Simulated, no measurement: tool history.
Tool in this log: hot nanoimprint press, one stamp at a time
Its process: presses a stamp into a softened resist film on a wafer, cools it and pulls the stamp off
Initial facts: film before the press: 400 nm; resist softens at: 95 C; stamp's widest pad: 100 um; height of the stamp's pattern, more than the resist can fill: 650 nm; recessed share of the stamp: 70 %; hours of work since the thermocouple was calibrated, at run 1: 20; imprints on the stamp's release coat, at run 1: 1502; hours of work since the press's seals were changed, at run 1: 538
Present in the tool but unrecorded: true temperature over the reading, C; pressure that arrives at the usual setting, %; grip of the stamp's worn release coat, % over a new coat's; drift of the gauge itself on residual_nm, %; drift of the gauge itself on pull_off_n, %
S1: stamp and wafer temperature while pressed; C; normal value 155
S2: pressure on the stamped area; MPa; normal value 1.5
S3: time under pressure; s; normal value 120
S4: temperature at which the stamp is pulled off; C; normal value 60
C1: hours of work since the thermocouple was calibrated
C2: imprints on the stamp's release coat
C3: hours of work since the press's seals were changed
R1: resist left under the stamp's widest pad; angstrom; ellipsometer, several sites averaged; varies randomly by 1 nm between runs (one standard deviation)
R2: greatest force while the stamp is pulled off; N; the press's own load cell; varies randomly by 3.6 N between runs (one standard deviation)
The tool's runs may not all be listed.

run   hour   S1    S2   S3  S4   C1    C2   C3    R1   R2
  1      0  155   1.5  120  60   20  1502  538  1440  203
  2   42.3  155   1.5  120  60   41  1646  559  1459  214
  3   75.5  155   1.5  120  60   57  1759  576  1462  213
     105.9  -- press's hydraulic seals changed and the load cell set to zero
  4  124.3  155   1.5  120  60   77  1898    9  1456  219
     162.9  -- stamp cleaned and given a new release coat
  5  162.9  155   1.5  120  60   93     0   25  1466  169
  6  192.8  155   1.5  120  60  108   102   40  1467  173
  7  231.3  155  0.99  120  60  127   233   59  1804  177
  8  269.8  157   1.5  120  60  146   365   78  1302  184
  9  311.2  147   1.5  120  60  166   506   98  2517  189
 10  337.5  147   1.5  120  47  179   596  111  2493  256
 11  370.4  147   1.5  120  47  195   708  127  2524  263
 12  404.2  161   1.5  120  60  212   823  144  1006  188
 13  431.9  155   1.5  230  60  225   917  157  1170  192
 14  453.6  155   1.5  230  60  236   991  168  1145  205
 15  494.9  155   1.5  230  60  256  1132  188  1167  203
 16  520.8  155   1.5  230  60  269  1220  201  1176  205
 17  561.2  155  1.98  230  60  289  1358  221  1026  209
 18  597.7  155  1.24  230  60  307  1482  239  1284  210
 19  637.1  155  1.24  230  60  326  1616  258  1300  215

Run 20 comes next. What will it give?
 20  680.6  155  1.11  66  60  347  1765  279   ?   ?

R1: 2226 angstrom
R2: 222 N
On a tool with no hidden condition, and with the same random variation, this run would have come out at R1 2078 angstrom, R2 174 N.
